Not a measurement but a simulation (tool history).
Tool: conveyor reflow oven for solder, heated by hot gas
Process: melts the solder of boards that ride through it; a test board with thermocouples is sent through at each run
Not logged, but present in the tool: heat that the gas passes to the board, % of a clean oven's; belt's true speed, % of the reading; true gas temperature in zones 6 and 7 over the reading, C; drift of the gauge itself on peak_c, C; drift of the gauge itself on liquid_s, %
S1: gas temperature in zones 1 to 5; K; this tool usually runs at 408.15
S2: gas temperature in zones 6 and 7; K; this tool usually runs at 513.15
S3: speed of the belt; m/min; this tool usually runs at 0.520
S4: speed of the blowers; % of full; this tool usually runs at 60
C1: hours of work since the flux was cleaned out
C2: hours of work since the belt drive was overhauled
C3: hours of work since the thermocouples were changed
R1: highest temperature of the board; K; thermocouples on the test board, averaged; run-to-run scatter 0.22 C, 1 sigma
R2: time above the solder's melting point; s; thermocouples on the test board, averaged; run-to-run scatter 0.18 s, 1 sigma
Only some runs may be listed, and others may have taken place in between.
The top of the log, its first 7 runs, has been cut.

Run 8, hour 189.5: usual settings; C1 140; C2 376; C3 519. Result: R1 497.65 K, R2 65.6 s.
Run 9, hour 227.7: usual settings but S2 501.15 K; C1 168; C2 403; C3 547. Result: R1 487.35 K, R2 57.4 s.
Run 10, hour 266.1: usual settings; C1 196; C2 432; C3 575. Result: R1 498.15 K, R2 65.6 s.
Run 11, hour 293.8: usual settings; C1 216; C2 452; C3 595. Result: R1 497.65 K, R2 65.5 s.
Run 12, hour 323.1: usual settings; C1 238; C2 473; C3 617. Result: R1 497.95 K, R2 65.4 s.
Run 13, hour 359.6: usual settings but S2 509.15 K; C1 264; C2 500; C3 643. Result: R1 494.25 K, R2 63.3 s.
Run 14, hour 397.2: usual settings but S4 58 % of full; C1 292; C2 527; C3 671. Result: R1 497.35 K, R2 64.7 s.
Run 15, hour 434.1: usual settings but S4 58 % of full; C1 319; C2 554; C3 698. Result: R1 497.35 K, R2 64.9 s.
Run 16, hour 472.0: usual settings but S4 58 % of full; C1 346; C2 582; C3 725. Result: R1 497.35 K, R2 64.9 s.
Run 17, hour 492.0: usual settings but S4 58 % of full; C1 361; C2 596; C3 740. Result: R1 497.25 K, R2 64.9 s.
Run 18, hour 509.7: usual settings but S1 400.15 K, S2 503.15 K, S3 0.571 m/min, S4 74 % of full; C1 374; C2 609; C3 753. Result: R1 488.75 K, R2 51.5 s.
Run 19, hour 539.8: usual settings but S1 400.15 K, S2 503.15 K, S3 0.571 m/min, S4 74 % of full; C1 396; C2 631; C3 775. Result: R1 488.95 K, R2 51.7 s.
Run 20, hour 566.7: usual settings but S1 400.15 K, S2 503.15 K, S3 0.571 m/min, S4 74 % of full; C1 415; C2 651; C3 794. Result: R1 489.15 K, R2 51.6 s.
Run 21, hour 585.9: usual settings but S1 411.15 K, S2 505.15 K, S3 0.571 m/min, S4 74 % of full; C1 429; C2 665; C3 808. Result: R1 492.55 K, R2 57.5 s.
At hour 600.4: flux residue cleaned out of gas plates and filters.
Run 22, hour 627.4: usual settings but S1 404.15 K, S2 527.15 K, S3 0.493 m/min, S4 78 % of full; C1 20; C2 691; C3 835. Result: R1 517.05 K, R2 79.1 s.
Run 23, hour 646.9: usual settings but S2 502.15 K; C1 34; C2 706; C3 849. Result: R1 488.15 K, R2 58.2 s.
Run 24, hour 683.7: usual settings but S1 416.15 K, S2 526.15 K; C1 61; C2 732; C3 876. Result: R1 511.05 K, R2 76.0 s.
Run 25, hour 706.4: usual settings but S2 521.15 K; C1 77; C2 749; C3 893. Result: R1 505.15 K, R2 70.1 s.
At hour 725.6: belt drive overhauled, speed set with a stopwatch.
Run 26, hour 747.7: usual settings but S1 405.15 K, S2 521.15 K, S3 0.511 m/min; C1 105; C2 16; C3 920. Result: R1 505.75 K, R2 70.3 s.
Run 27, hour 782.3: usual settings but S1 409.15 K, S4 63 % of full; C1 130; C2 41; C3 945. Result: R1 499.25 K, R2 66.6 s.
Run 28, hour 811.0: usual settings but S1 421.15 K, S2 519.15 K, S4 64 % of full; C1 151; C2 62; C3 966. Result: R1 506.95 K, R2 75.5 s.
Run 29, hour 836.9: usual settings but S1 423.15 K, S2 519.15 K, S3 0.483 m/min, S4 81 % of full; C1 170; C2 81; C3 985. Result: R1 512.55 K, R2 84.0 s.
Run 30, hour 858.6: usual settings but S1 413.15 K, S2 510.15 K, S3 0.596 m/min, S4 59 % of full; C1 185; C2 97; C3 1001. Result: R1 491.15 K, R2 53.9 s.

3 ways to go on from here, each from the tool as it stands after run 30. What would each give?
Run A, hour 897.7: usual settings but S2 515.15 K, S3 0.589 m/min, S4 90 % of full; C1 214; C2 126; C3 1029. Result: R1 ?, R2 ?.
Run B, hour 897.7: usual settings but S1 423.15 K; C1 214; C2 126; C3 1029. Result: R1 ?, R2 ?.
Run C, hour 897.7: usual settings but S1 416.15 K, S4 56 % of full; C1 214; C2 126; C3 1029. Result: R1 ?, R2 ?.

run      R1    R2
  A  504.45  61.7
  B  500.45  72.7
  C  497.85  68.4
Without the tool's unlogged condition, the same runs would have read:
run      R1    R2
  A  504.45  61.7
  B  500.35  72.7
  C  497.85  68.4
